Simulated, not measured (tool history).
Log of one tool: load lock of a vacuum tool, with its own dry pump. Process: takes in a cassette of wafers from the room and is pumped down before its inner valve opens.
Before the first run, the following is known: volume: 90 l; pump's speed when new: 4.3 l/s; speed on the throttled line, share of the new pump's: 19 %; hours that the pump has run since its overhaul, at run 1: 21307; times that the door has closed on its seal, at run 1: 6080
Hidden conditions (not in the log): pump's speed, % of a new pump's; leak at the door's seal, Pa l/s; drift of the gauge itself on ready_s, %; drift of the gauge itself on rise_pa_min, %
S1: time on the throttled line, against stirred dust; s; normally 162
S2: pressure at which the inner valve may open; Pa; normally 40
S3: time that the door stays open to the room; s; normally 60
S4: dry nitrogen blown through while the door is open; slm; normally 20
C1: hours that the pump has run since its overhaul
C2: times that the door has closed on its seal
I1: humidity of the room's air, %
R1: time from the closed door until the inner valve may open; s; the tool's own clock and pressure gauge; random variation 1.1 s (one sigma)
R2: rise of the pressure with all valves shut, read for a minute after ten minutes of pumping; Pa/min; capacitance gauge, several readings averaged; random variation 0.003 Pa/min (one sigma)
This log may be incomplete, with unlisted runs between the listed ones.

| run | day | S1 | S2 | S3 | S4 | C1 | C2 | I1 | R1 | R2 |
|---|---|---|---|---|---|---|---|---|---|---|
| 1 | 0.000 | 162 | 40 | 60 | 20 | 21307 | 6080 | 43.9 | 316.6 | 0.039 |
| 2 | 3.375 | 162 | 40 | 60 | 20 | 21388 | 6163 | 44.6 | 318.4 | 0.035 |
| 3 | 8.983 | 162 | 63 | 60 | 20 | 21523 | 6302 | 47.6 | 306.2 | 0.040 |
| 4 | 14.204 | 162 | 40 | 60 | 20 | 21648 | 6432 | 47.5 | 319.0 | 0.039 |
| 5 | 20.042 | 162 | 40 | 60 | 20 | 21788 | 6577 | 44.5 | 317.7 | 0.036 |
| 6 | 25.358 | 162 | 40 | 60 | 4 | 21916 | 6709 | 44.1 | 318.1 | 0.056 |
| 7 | 31.675 | 254 | 31 | 70 | 40 | 22067 | 6865 | 48.4 | 394.7 | 0.033 |
| 8 | 34.904 | 162 | 40 | 108 | 32 | 22145 | 6945 | 47.8 | 317.9 | 0.037 |
| 9 | 38.812 | 162 | 42 | 60 | 5 | 22239 | 7042 | 49.0 | 316.6 | 0.051 |
| 10 | 44.508 | 162 | 42 | 60 | 5 | 22375 | 7184 | 43.3 | 317.9 | 0.051 |
| 11 | 50.988 | 162 | 40 | 60 | 31 | 22531 | 7344 | 48.2 | 317.1 | 0.036 |

Each row is a separate what-if for the run after 11, all from the same tool condition, not one after another. Results?
| A | 54.975 | 162 | 51 | 75 | 31 | 22627 | 7443 | 41.6 | ? | ? |
| B | 54.975 | 162 | 50 | 211 | 31 | 22627 | 7443 | 41.8 | ? | ? |
| C | 54.975 | 162 | 33 | 60 | 44 | 22627 | 7443 | 43.7 | ? | ? |
| D | 54.975 | 162 | 46 | 60 | 20 | 22627 | 7443 | 48.5 | ? | ? |
| E | 54.975 | 162 | 62 | 60 | 20 | 22627 | 7443 | 44.3 | ? | ? |

| run | R1 | R2 |
|---|---|---|
| A | 312.2 | 0.036 |
| B | 312.6 | 0.048 |
| C | 323.2 | 0.032 |
| D | 315.0 | 0.039 |
| E | 307.4 | 0.043 |
With the hidden condition removed and each run's random variation left untouched, the same runs would have given:
| run | R1 | R2 |
|---|---|---|
| A | 291.8 | 0.017 |
| B | 292.2 | 0.030 |
| C | 301.5 | 0.014 |
| D | 294.3 | 0.021 |
| E | 287.7 | 0.025 |
